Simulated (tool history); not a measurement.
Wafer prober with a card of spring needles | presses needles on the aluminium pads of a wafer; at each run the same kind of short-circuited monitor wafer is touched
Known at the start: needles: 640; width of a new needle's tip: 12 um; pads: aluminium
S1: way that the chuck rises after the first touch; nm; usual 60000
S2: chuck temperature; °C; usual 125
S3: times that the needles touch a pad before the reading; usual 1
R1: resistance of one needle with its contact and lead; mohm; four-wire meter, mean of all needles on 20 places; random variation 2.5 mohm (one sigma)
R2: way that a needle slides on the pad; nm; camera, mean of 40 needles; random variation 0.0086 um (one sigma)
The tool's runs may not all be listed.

| run | hour | S1 | S2 | S3 | R1 | R2 |
|---|---|---|---|---|---|---|
| 1 | 0.0 | 60000 | 125 | 1 | 292 | 13700 |
|  | 25.1 | tips cleaned on abrasive film |
| 2 | 41.8 | 60000 | 125 | 2 | 293 | 13693 |
|  | 51.9 | tips cleaned on abrasive film |
|  | 79.8 | tips cleaned on abrasive film |
|  | 105.6 | tips cleaned on abrasive film |
| 3 | 109.3 | 60000 | 125 | 2 | 294 | 13701 |
|  | 131.6 | tips cleaned on abrasive film |
|  | 161.4 | tips cleaned on abrasive film |
| 4 | 180.6 | 60000 | 125 | 1 | 292 | 13691 |
|  | 186.8 | tips cleaned on abrasive film |
|  | 213.1 | tips cleaned on abrasive film |
|  | 219.5 | height of the first contact set anew |
|  | 239.8 | tips cleaned on abrasive film |
| 5 | 250.1 | 60000 | 125 | 1 | 296 | 13702 |
|  | 266.5 | tips cleaned on abrasive film |
|  | 294.9 | tips cleaned on abrasive film |
|  | 321.0 | tips cleaned on abrasive film |
| 6 | 323.6 | 47000 | 125 | 1 | 292 | 10735 |
|  | 350.1 | tips cleaned on abrasive film |
|  | 375.1 | tips cleaned on abrasive film |
| 7 | 383.7 | 47000 | 125 | 1 | 296 | 10742 |
|  | 403.2 | tips cleaned on abrasive film |
|  | 431.7 | tips cleaned on abrasive film |
| 8 | 440.8 | 47000 | 125 | 1 | 296 | 10736 |
|  | 453.5 | height of the first contact set anew |
|  | 456.9 | tips cleaned on abrasive film |
|  | 484.5 | tips cleaned on abrasive film |
| 9 | 488.8 | 60000 | 125 | 1 | 295 | 13708 |
|  | 513.5 | tips cleaned on abrasive film |
|  | 542.0 | tips cleaned on abrasive film |
| 10 | 559.0 | 60000 | 125 | 1 | 300 | 13720 |
|  | 567.0 | tips cleaned on abrasive film |
|  | 595.0 | tips cleaned on abrasive film |
| 11 | 601.8 | 55000 | 125 | 1 | 294 | 12557 |
|  | 624.0 | tips cleaned on abrasive film |
| 12 | 638.3 | 55000 | 125 | 1 | 295 | 12561 |
|  | 649.4 | tips cleaned on abrasive film |
|  | 675.2 | tips cleaned on abrasive film |
|  | 686.1 | height of the first contact set anew |
|  | 704.8 | tips cleaned on abrasive film |
| 13 | 704.8 | 43000 | 125 | 1 | 296 | 9829 |
|  | 731.4 | tips cleaned on abrasive film |
| 14 | 751.2 | 43000 | 125 | 1 | 295 | 9813 |
|  | 757.4 | tips cleaned on abrasive film |
|  | 782.4 | tips cleaned on abrasive film |
| 15 | 782.4 | 43000 | 125 | 1 | 298 | 9826 |
|  | 812.7 | tips cleaned on abrasive film |
|  | 839.9 | tips cleaned on abrasive film |
| 16 | 855.8 | 40000 | 125 | 3 | 296 | 9143 |
|  | 866.5 | tips cleaned on abrasive film |
|  | 893.1 | tips cleaned on abrasive film |
| 17 | 902.8 | 53000 | 28 | 3 | 260 | 12106 |

The next listed run, before its measurement:
|  | 919.5 | tips cleaned on abrasive film |
|  | 919.8 | height of the first contact set anew |
|  | 946.1 | tips cleaned on abrasive film |
| 18 | 951.0 | 47000 | 37 | 2 | ? | ? |

Run 18 gave R1 270 mohm, R2 10729 nm.
Without the tool's hidden state the same run would have given R1 269 mohm, R2 10729 nm.

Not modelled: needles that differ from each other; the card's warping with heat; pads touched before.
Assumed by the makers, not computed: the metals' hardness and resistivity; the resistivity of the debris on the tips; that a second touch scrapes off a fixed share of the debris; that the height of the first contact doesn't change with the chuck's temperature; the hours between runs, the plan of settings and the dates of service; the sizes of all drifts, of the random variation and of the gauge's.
